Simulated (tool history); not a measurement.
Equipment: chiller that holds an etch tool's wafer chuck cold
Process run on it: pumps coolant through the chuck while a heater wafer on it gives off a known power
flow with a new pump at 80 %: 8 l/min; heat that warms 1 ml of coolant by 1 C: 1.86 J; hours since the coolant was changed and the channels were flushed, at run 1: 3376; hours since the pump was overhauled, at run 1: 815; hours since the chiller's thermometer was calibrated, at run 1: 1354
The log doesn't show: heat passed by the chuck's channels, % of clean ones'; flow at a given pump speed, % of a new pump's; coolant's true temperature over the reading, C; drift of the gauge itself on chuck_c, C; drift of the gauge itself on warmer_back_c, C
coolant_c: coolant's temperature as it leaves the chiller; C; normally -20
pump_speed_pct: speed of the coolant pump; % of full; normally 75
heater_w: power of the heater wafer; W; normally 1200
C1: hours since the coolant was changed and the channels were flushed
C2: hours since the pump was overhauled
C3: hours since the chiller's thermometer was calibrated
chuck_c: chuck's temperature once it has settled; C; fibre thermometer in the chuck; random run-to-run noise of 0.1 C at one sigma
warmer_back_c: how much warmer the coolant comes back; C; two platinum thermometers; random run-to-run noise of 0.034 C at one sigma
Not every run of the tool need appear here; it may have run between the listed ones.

Run 1, hour 0.0: usual settings; C1 3376; C2 815; C3 1354. Result: chuck_c -7.5 C, warmer_back_c 5.19 C.
Run 2, hour 93.7: usual settings; C1 3469; C2 909; C3 1448. Result: chuck_c -7.3 C, warmer_back_c 5.13 C.
Run 3, hour 166.7: usual settings; C1 3542; C2 982; C3 1521. Result: chuck_c -7.6 C, warmer_back_c 5.12 C.
Run 4, hour 226.2: usual settings; C1 3602; C2 1041; C3 1580. Result: chuck_c -7.3 C, warmer_back_c 5.15 C.
Run 5, hour 305.0: usual settings; C1 3681; C2 1120; C3 1659. Result: chuck_c -7.5 C, warmer_back_c 5.13 C.
Run 6, hour 353.7: usual settings; C1 3729; C2 1169; C3 1708. Result: chuck_c -7.5 C, warmer_back_c 5.19 C.
At hour 393.1: coolant changed, channels flushed.
Run 7, hour 437.5: usual settings but pump_speed_pct 87 % of full; C1 44; C2 1246; C3 1786. Result: chuck_c -9.2 C, warmer_back_c 4.36 C.
Run 8, hour 503.5: usual settings but pump_speed_pct 87 % of full; C1 110; C2 1312; C3 1852. Result: chuck_c -9.0 C, warmer_back_c 4.31 C.
Run 9, hour 591.6: usual settings but pump_speed_pct 87 % of full; C1 198; C2 1400; C3 1940. Result: chuck_c -9.3 C, warmer_back_c 4.39 C.
Run 10, hour 684.6: usual settings but pump_speed_pct 87 % of full; C1 291; C2 1493; C3 2033. Result: chuck_c -9.1 C, warmer_back_c 4.34 C.
Run 11, hour 782.7: usual settings but heater_w 1239 W; C1 390; C2 1592; C3 2131. Result: chuck_c -7.1 C, warmer_back_c 5.30 C.
Run 12, hour 855.9: usual settings but heater_w 1239 W; C1 463; C2 1665; C3 2204. Result: chuck_c -7.1 C, warmer_back_c 5.30 C.
Run 13, hour 947.8: usual settings but heater_w 1185 W; C1 555; C2 1757; C3 2296. Result: chuck_c -7.6 C, warmer_back_c 5.03 C.
Run 14, hour 989.1: usual settings but pump_speed_pct 61 % of full, heater_w 1185 W; C1 596; C2 1798; C3 2337. Result: chuck_c -4.7 C, warmer_back_c 6.27 C.
Run 15, hour 1063.6: usual settings but pump_speed_pct 61 % of full, heater_w 1185 W; C1 670; C2 1873; C3 2412. Result: chuck_c -5.0 C, warmer_back_c 6.20 C.
Run 16, hour 1158.2: usual settings but pump_speed_pct 61 % of full, heater_w 1185 W; C1 765; C2 1967; C3 2506. Result: chuck_c -5.0 C, warmer_back_c 6.25 C.
Run 17, hour 1207.2: usual settings but pump_speed_pct 61 % of full, heater_w 1185 W; C1 814; C2 2016; C3 2555. Result: chuck_c -4.8 C, warmer_back_c 6.25 C.
Run 18, hour 1269.1: usual settings but coolant_c -14 C, heater_w 1630 W; C1 876; C2 2078; C3 2617. Result: chuck_c 2.9 C, warmer_back_c 6.88 C.
Run 19, hour 1369.5: usual settings but coolant_c -14 C, heater_w 1630 W; C1 976; C2 2178; C3 2718. Result: chuck_c 3.0 C, warmer_back_c 6.88 C.
Run 20, hour 1428.7: usual settings but coolant_c -28 C, pump_speed_pct 80 % of full, heater_w 713 W; C1 1036; C2 2238; C3 2777. Result: chuck_c -21.0 C, warmer_back_c 2.67 C.
Run 21, hour 1470.3: usual settings but pump_speed_pct 71 % of full, heater_w 865 W; C1 1077; C2 2279; C3 2818. Result: chuck_c -10.6 C, warmer_back_c 3.74 C.
Run 22, hour 1566.7: usual settings but pump_speed_pct 71 % of full, heater_w 865 W; C1 1174; C2 2376; C3 2915. Result: chuck_c -10.5 C, warmer_back_c 3.75 C.
Run 23, hour 1650.2: usual settings but pump_speed_pct 71 % of full, heater_w 865 W; C1 1257; C2 2459; C3 2998. Result: chuck_c -10.7 C, warmer_back_c 3.69 C.
At hour 1691.9: gauge calibrated.
Run 24, hour 1695.4: usual settings but coolant_c -11 C, pump_speed_pct 81 % of full, heater_w 1313 W; C1 1302; C2 2504; C3 3043. Result: chuck_c 1.7 C, warmer_back_c 5.16 C.
Run 25, hour 1741.9: usual settings but coolant_c -28 C, pump_speed_pct 71 % of full, heater_w 1108 W; C1 1349; C2 2551; C3 3090. Result: chuck_c -15.9 C, warmer_back_c 5.06 C.
Run 26, hour 1785.5: usual settings but coolant_c -15 C, heater_w 853 W; C1 1392; C2 2594; C3 3133. Result: chuck_c -6.0 C, warmer_back_c 3.64 C.
Run 27, hour 1835.5: usual settings but coolant_c -15 C, heater_w 853 W; C1 1442; C2 2644; C3 3183. Result: chuck_c -6.1 C, warmer_back_c 3.69 C.
Run 28, hour 1892.0: usual settings but pump_speed_pct 97 % of full, heater_w 1380 W; C1 1499; C2 2701; C3 3240. Result: chuck_c -8.8 C, warmer_back_c 4.46 C.
Run 29, hour 1990.2: usual settings but pump_speed_pct 97 % of full, heater_w 1380 W; C1 1597; C2 2799; C3 3338. Result: chuck_c -8.5 C, warmer_back_c 4.47 C.

Each row is a separate what-if for the run after 29, all from the same tool condition, not one after another. Results?
Run A, hour 2075.3: usual settings but coolant_c -23 C, pump_speed_pct 100 % of full, heater_w 1502 W; C1 1682; C2 2884; C3 3423. Result: chuck_c ?, warmer_back_c ?.
Run B, hour 2075.3: usual settings but coolant_c -23 C, heater_w 1795 W; C1 1682; C2 2884; C3 3423. Result: chuck_c ?, warmer_back_c ?.
Run C, hour 2075.3: usual settings but coolant_c -14 C, pump_speed_pct 91 % of full; C1 1682; C2 2884; C3 3423. Result: chuck_c ?, warmer_back_c ?.
Run D, hour 2075.3: usual settings but heater_w 1092 W; C1 1682; C2 2884; C3 3423. Result: chuck_c ?, warmer_back_c ?.
Run E, hour 2075.3: usual settings but coolant_c -13 C, heater_w 736 W; C1 1682; C2 2884; C3 3423. Result: chuck_c ?, warmer_back_c ?.

run  chuck_c  warmer_back_c
  A    -11.1           4.75
  B     -4.3           7.69
  C     -3.6           4.20
  D     -8.7           4.72
  E     -5.3           3.16
What these runs would have given with no unlogged condition in the tool:
run  chuck_c  warmer_back_c
  A    -11.1           4.79
  B     -4.3           7.73
  C     -3.6           4.24
  D     -8.7           4.76
  E     -5.3           3.20
